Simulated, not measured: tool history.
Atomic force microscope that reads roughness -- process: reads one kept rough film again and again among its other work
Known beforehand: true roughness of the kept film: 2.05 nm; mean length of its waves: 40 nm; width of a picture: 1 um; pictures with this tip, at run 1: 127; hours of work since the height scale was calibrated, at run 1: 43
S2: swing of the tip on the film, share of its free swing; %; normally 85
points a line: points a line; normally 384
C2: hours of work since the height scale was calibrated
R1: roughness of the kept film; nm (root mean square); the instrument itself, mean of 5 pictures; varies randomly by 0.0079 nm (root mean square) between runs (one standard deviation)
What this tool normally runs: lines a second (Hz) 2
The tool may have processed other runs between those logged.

run 1 hour=0 | lines_a_second_(Hz)=2 S2=85 points_a_line=384 | pictures_with_this_tip=127 C2=43 | R1=1.737
run 2 hour=8.1 | lines_a_second_(Hz)=2 S2=87 points_a_line=384 | pictures_with_this_tip=138 C2=46 | R1=1.684
run 3 hour=20.4 | lines_a_second_(Hz)=2 S2=87 points_a_line=384 | pictures_with_this_tip=155 C2=52 | R1=1.681
run 4 hour=27.6 | lines_a_second_(Hz)=2 S2=87 points_a_line=384 | pictures_with_this_tip=165 C2=55 | R1=1.689
run 5 hour=33.9 | lines_a_second_(Hz)=2 S2=85 points_a_line=384 | pictures_with_this_tip=174 C2=58 | R1=1.711
-- hour=35.7 new tip fitted
run 6 hour=43.1 | lines_a_second_(Hz)=2 S2=85 points_a_line=384 | pictures_with_this_tip=10 C2=62 | R1=1.713
run 7 hour=53.4 | lines_a_second_(Hz)=2 S2=85 points_a_line=384 | pictures_with_this_tip=24 C2=67 | R1=1.71
run 8 hour=65.4 | lines_a_second_(Hz)=2 S2=85 points_a_line=384 | pictures_with_this_tip=41 C2=73 | R1=1.711
run 9 hour=73.3 | lines_a_second_(Hz)=2 S2=85 points_a_line=384 | pictures_with_this_tip=52 C2=76 | R1=1.71
run 10 hour=86.4 | lines_a_second_(Hz)=2 S2=85 points_a_line=384 | pictures_with_this_tip=70 C2=82 | R1=1.696
run 11 hour=93 | lines_a_second_(Hz)=0.83 S2=55 points_a_line=765 | pictures_with_this_tip=79 C2=85 | R1=1.966
run 12 hour=105.2 | lines_a_second_(Hz)=1.91 S2=56 points_a_line=765 | pictures_with_this_tip=96 C2=91 | R1=1.95
run 13 hour=110.7 | lines_a_second_(Hz)=1.04 S2=79 points_a_line=384 | pictures_with_this_tip=104 C2=94 | R1=1.868

Expected results for the next run?
run 14 hour=122.5 | lines_a_second_(Hz)=1.94 S2=64 points_a_line=276 | pictures_with_this_tip=120 C2=99 | R1=?

{"run 14": {"R1": 1.88}}
If the tool had no hidden condition, the same run with the same run-to-run variation would have returned R1 1.883 nm (root mean square).
